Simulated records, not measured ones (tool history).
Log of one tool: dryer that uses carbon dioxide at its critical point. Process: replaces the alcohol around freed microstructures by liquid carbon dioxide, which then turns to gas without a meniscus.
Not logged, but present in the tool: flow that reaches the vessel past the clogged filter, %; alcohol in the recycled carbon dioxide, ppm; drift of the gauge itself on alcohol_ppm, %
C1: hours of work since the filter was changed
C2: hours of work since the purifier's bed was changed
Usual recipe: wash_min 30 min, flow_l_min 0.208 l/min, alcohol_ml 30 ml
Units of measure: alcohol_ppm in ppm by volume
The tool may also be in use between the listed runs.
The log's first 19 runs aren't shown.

Run 20, hour 181.3: usual settings; C1 376; C2 242. Result: alcohol_ppm 599 ppm by volume.
Run 21, hour 188: usual settings; C1 379; C2 245. Result: alcohol_ppm 608 ppm by volume.
Run 22, hour 199.1: usual settings; C1 384; C2 250. Result: alcohol_ppm 610 ppm by volume.
Run 23, hour 212.8: usual settings but wash_min 48 min, flow_l_min 0.167 l/min, alcohol_ml 26 ml; C1 390; C2 256. Result: alcohol_ppm 206 ppm by volume.
Run 24, hour 223.4: usual settings but wash_min 48 min, flow_l_min 0.167 l/min, alcohol_ml 26 ml; C1 395; C2 260. Result: alcohol_ppm 206 ppm by volume.
Run 25, hour 230.1: usual settings but wash_min 48 min, flow_l_min 0.167 l/min, alcohol_ml 26 ml; C1 398; C2 263. Result: alcohol_ppm 200 ppm by volume.
Run 26, hour 243.8: usual settings but wash_min 48 min, flow_l_min 0.167 l/min, alcohol_ml 26 ml; C1 404; C2 269. Result: alcohol_ppm 205 ppm by volume.
Run 27, hour 255.9: usual settings but wash_min 23 min, flow_l_min 0.204 l/min, alcohol_ml 32 ml; C1 409; C2 275. Result: alcohol_ppm 1709 ppm by volume.
Run 28, hour 266.2: usual settings but wash_min 23 min, flow_l_min 0.204 l/min, alcohol_ml 32 ml; C1 413; C2 279. Result: alcohol_ppm 1672 ppm by volume.
Run 29, hour 275.5: usual settings but wash_min 23 min, alcohol_ml 27 ml; C1 417; C2 283. Result: alcohol_ppm 1365 ppm by volume.
Run 30, hour 289.3: usual settings but wash_min 18 min; C1 423; C2 289. Result: alcohol_ppm 2902 ppm by volume.
Run 31, hour 296.6: usual settings but wash_min 18 min; C1 427; C2 292. Result: alcohol_ppm 2874 ppm by volume.
Run 32, hour 308: usual settings but flow_l_min 0.315 l/min; C1 431; C2 297. Result: alcohol_ppm 144 ppm by volume.
Run 33, hour 319.9: usual settings but flow_l_min 0.315 l/min; C1 437; C2 302. Result: alcohol_ppm 147 ppm by volume.
Run 34, hour 326.5: usual settings but wash_min 19 min, flow_l_min 0.148 l/min, alcohol_ml 27 ml; C1 440; C2 305. Result: alcohol_ppm 4540 ppm by volume.
Run 35, hour 336.7: usual settings but wash_min 19 min, flow_l_min 0.148 l/min, alcohol_ml 27 ml; C1 444; C2 310. Result: alcohol_ppm 4757 ppm by volume.
Run 36, hour 347.1: usual settings but flow_l_min 0.214 l/min, alcohol_ml 113 ml; C1 449; C2 314. Result: alcohol_ppm 2123 ppm by volume.
Run 37, hour 358: usual settings but flow_l_min 0.214 l/min, alcohol_ml 113 ml; C1 453; C2 319. Result: alcohol_ppm 2128 ppm by volume.
Run 38, hour 365.2: usual settings but flow_l_min 0.214 l/min, alcohol_ml 113 ml; C1 456; C2 322. Result: alcohol_ppm 2094 ppm by volume.
Run 39, hour 378.9: usual settings but flow_l_min 0.214 l/min, alcohol_ml 113 ml; C1 462; C2 328. Result: alcohol_ppm 2141 ppm by volume.
Run 40, hour 386.5: usual settings but wash_min 20 min, flow_l_min 0.318 l/min; C1 466; C2 331. Result: alcohol_ppm 688 ppm by volume.
Run 41, hour 392.4: usual settings but wash_min 20 min, flow_l_min 0.318 l/min; C1 468; C2 334. Result: alcohol_ppm 695 ppm by volume.
Run 42, hour 403.3: usual settings but flow_l_min 0.213 l/min, alcohol_ml 80 ml; C1 473; C2 339. Result: alcohol_ppm 1634 ppm by volume.
Run 43, hour 411.9: usual settings but flow_l_min 0.209 l/min; C1 477; C2 342. Result: alcohol_ppm 668 ppm by volume.

Predict each of these 4 candidate next runs independently; none follows another, all start after run 43:
Run A, hour 422.3: usual settings but wash_min 44 min, flow_l_min 0.263 l/min, alcohol_ml 33 ml; C1 481; C2 347. Result: alcohol_ppm ?.
Run B, hour 422.3: usual settings but wash_min 19 min, flow_l_min 0.226 l/min, alcohol_ml 29 ml; C1 481; C2 347. Result: alcohol_ppm ?.
Run C, hour 422.3: usual settings but wash_min 23 min, alcohol_ml 87 ml; C1 481; C2 347. Result: alcohol_ppm ?.
Run D, hour 422.3: usual settings but alcohol_ml 37 ml; C1 481; C2 347. Result: alcohol_ppm ?.

run  alcohol_ppm
  A          101
  B         2118
  C         4635
  D          831
Without the tool's unlogged condition, the same runs would have read:
run  alcohol_ppm
  A           15
  B         1336
  C         2825
  D          408

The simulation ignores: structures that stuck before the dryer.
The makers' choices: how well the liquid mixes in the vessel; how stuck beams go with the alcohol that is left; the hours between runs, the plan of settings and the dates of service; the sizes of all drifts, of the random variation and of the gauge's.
